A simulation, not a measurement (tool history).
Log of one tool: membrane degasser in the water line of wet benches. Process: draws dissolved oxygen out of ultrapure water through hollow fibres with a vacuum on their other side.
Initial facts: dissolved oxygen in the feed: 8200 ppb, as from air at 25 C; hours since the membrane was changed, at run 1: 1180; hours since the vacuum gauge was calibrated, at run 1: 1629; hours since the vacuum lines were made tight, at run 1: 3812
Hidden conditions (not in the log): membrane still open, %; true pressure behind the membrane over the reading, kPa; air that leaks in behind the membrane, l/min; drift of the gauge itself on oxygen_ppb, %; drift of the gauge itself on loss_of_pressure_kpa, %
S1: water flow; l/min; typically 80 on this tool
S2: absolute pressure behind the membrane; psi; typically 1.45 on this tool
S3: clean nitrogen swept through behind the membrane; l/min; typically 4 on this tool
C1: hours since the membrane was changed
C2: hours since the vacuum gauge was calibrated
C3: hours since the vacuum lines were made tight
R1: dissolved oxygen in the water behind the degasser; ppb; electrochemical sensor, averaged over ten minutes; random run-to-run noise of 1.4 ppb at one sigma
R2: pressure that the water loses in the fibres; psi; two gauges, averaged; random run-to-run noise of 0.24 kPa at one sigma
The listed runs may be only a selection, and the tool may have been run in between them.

Run 1, hour 0: usual settings; C1 1180; C2 1629; C3 3812. Result: R1 326.4 ppb, R2 9.111 psi.
Run 2, hour 41.8: usual settings; C1 1222; C2 1671; C3 3854. Result: R1 324.3 ppb, R2 9.187 psi.
Run 3, hour 74.6: usual settings but S3 7.99 l/min; C1 1254; C2 1704; C3 3886. Result: R1 191.5 ppb, R2 9.163 psi.
Run 4, hour 103.6: usual settings but S3 7.99 l/min; C1 1283; C2 1733; C3 3915. Result: R1 191.4 ppb, R2 9.192 psi.
Run 5, hour 148.4: usual settings but S3 7.99 l/min; C1 1328; C2 1777; C3 3960. Result: R1 192.1 ppb, R2 9.232 psi.
Run 6, hour 169.8: usual settings but S3 7.99 l/min; C1 1350; C2 1799; C3 3982. Result: R1 191.8 ppb, R2 9.251 psi.
Run 7, hour 206.7: usual settings but S3 7.99 l/min; C1 1386; C2 1836; C3 4018. Result: R1 191.4 ppb, R2 9.211 psi.
Run 8, hour 231.3: usual settings but S1 91 l/min; C1 1411; C2 1860; C3 4043. Result: R1 376.6 ppb, R2 10.528 psi.
Run 9, hour 277.7: usual settings but S1 91 l/min, S3 3.2 l/min; C1 1457; C2 1907; C3 4089. Result: R1 441.4 ppb, R2 10.493 psi.
Run 10, hour 321.5: usual settings but S1 91 l/min, S3 3.2 l/min; C1 1501; C2 1951; C3 4133. Result: R1 445.4 ppb, R2 10.505 psi.
Run 11, hour 367.2: usual settings but S1 91 l/min, S3 3.2 l/min; C1 1547; C2 1996; C3 4179. Result: R1 442.3 ppb, R2 10.522 psi.
Run 12, hour 402.5: usual settings but S1 91 l/min, S3 3.2 l/min; C1 1582; C2 2032; C3 4214. Result: R1 441.9 ppb, R2 10.547 psi.
Run 13, hour 445.1: usual settings; C1 1625; C2 2074; C3 4257. Result: R1 327.8 ppb, R2 9.272 psi.
Run 14, hour 492.5: usual settings; C1 1672; C2 2122; C3 4304. Result: R1 327.4 ppb, R2 9.333 psi.
Run 15, hour 523.4: usual settings; C1 1703; C2 2153; C3 4335. Result: R1 323.6 ppb, R2 9.262 psi.
Run 16, hour 570.2: usual settings but S1 120 l/min; C1 1750; C2 2199; C3 4382. Result: R1 515.6 ppb, R2 14.06 psi.
Run 17, hour 611.3: usual settings but S1 50 l/min, S2 3.25 psi, S3 1.76 l/min; C1 1791; C2 2240; C3 4423. Result: R1 1042.7 ppb, R2 5.787 psi.
Run 18, hour 633.8: usual settings but S1 50 l/min, S2 1.81 psi, S3 2.22 l/min; C1 1813; C2 2263; C3 4445. Result: R1 441.2 ppb, R2 5.838 psi.
Run 19, hour 669.1: usual settings but S1 82 l/min, S2 1.55 psi, S3 2.39 l/min; C1 1849; C2 2298; C3 4481. Result: R1 539.6 ppb, R2 9.629 psi.
Run 20, hour 708.1: usual settings but S1 82 l/min, S2 1.55 psi, S3 2.39 l/min; C1 1888; C2 2337; C3 4520. Result: R1 539.6 ppb, R2 9.574 psi.
Run 21, hour 736.1: usual settings but S1 75 l/min, S3 2.06 l/min; C1 1916; C2 2365; C3 4548. Result: R1 506.9 ppb, R2 8.788 psi.
Run 22, hour 763: usual settings but S1 75 l/min, S3 2.06 l/min; C1 1943; C2 2392; C3 4575. Result: R1 505.3 ppb, R2 8.847 psi.
Run 23, hour 788.5: usual settings but S1 75 l/min, S3 2.06 l/min; C1 1968; C2 2418; C3 4600. Result: R1 506.4 ppb, R2 8.855 psi.
Run 24, hour 814.7: usual settings but S2 1.22 psi, S3 7.36 l/min; C1 1994; C2 2444; C3 4626. Result: R1 164.8 ppb, R2 9.394 psi.
Run 25, hour 843.9: usual settings but S1 66 l/min, S2 1.96 psi, S3 2.36 l/min; C1 2024; C2 2473; C3 4656. Result: R1 590.2 ppb, R2 7.78 psi.
Run 26, hour 891.5: usual settings but S1 119 l/min, S2 1.81 psi, S3 6.83 l/min; C1 2071; C2 2521; C3 4703. Result: R1 455.5 ppb, R2 14.047 psi.
Run 27, hour 915.8: usual settings but S1 53 l/min, S2 2.39 psi, S3 6.18 l/min; C1 2095; C2 2545; C3 4727. Result: R1 271.8 ppb, R2 6.208 psi.
At hour 930.6: gauge calibrated.
Run 28, hour 959.7: usual settings but S1 49 l/min, S2 3.15 psi, S3 10.66 l/min; C1 2139; C2 2589; C3 4771. Result: R1 209.2 ppb, R2 5.622 psi.
Run 29, hour 1007.8: usual settings but S1 65 l/min, S2 1.55 psi, S3 2 l/min; C1 2188; C2 2637; C3 4820. Result: R1 496.3 ppb, R2 7.482 psi.
Run 30, hour 1053.8: usual settings but S1 65 l/min, S2 1.55 psi, S3 2 l/min; C1 2233; C2 2683; C3 4866. Result: R1 497.1 ppb, R2 7.494 psi.
Run 31, hour 1080.9: usual settings but S1 65 l/min, S2 1.55 psi, S3 2 l/min; C1 2261; C2 2710; C3 4893. Result: R1 498.1 ppb, R2 7.445 psi.
Run 32, hour 1123.5: usual settings but S1 65 l/min, S2 1.55 psi, S3 2 l/min; C1 2303; C2 2753; C3 4935. Result: R1 497.1 ppb, R2 7.519 psi.

Consider 4 possible next runs. They are alternatives, not a sequence: every one starts from the tool as it was left by run 32. What does each give?
Run A, hour 1168.1: usual settings but S1 125 l/min, S2 1.55 psi, S3 2 l/min; C1 2348; C2 2797; C3 4980. Result: R1 ?, R2 ?.
Run B, hour 1168.1: usual settings but S1 86 l/min, S2 1.55 psi, S3 2 l/min; C1 2348; C2 2797; C3 4980. Result: R1 ?, R2 ?.
Run C, hour 1168.1: usual settings but S1 64 l/min; C1 2348; C2 2797; C3 4980. Result: R1 ?, R2 ?.
Run D, hour 1168.1: usual settings but S1 119 l/min, S2 1.55 psi, S3 2 l/min; C1 2348; C2 2797; C3 4980. Result: R1 ?, R2 ?.

run     R1      R2
  A  895.8  14.388
  B  637.8   9.938
  C  257.3   7.427
  D  857.2  13.718
With no hidden state in the tool, these same runs would have given:
run     R1      R2
  A  895.7   14.28
  B  637.7   9.864
  C  257.2   7.372
  D    857  13.616

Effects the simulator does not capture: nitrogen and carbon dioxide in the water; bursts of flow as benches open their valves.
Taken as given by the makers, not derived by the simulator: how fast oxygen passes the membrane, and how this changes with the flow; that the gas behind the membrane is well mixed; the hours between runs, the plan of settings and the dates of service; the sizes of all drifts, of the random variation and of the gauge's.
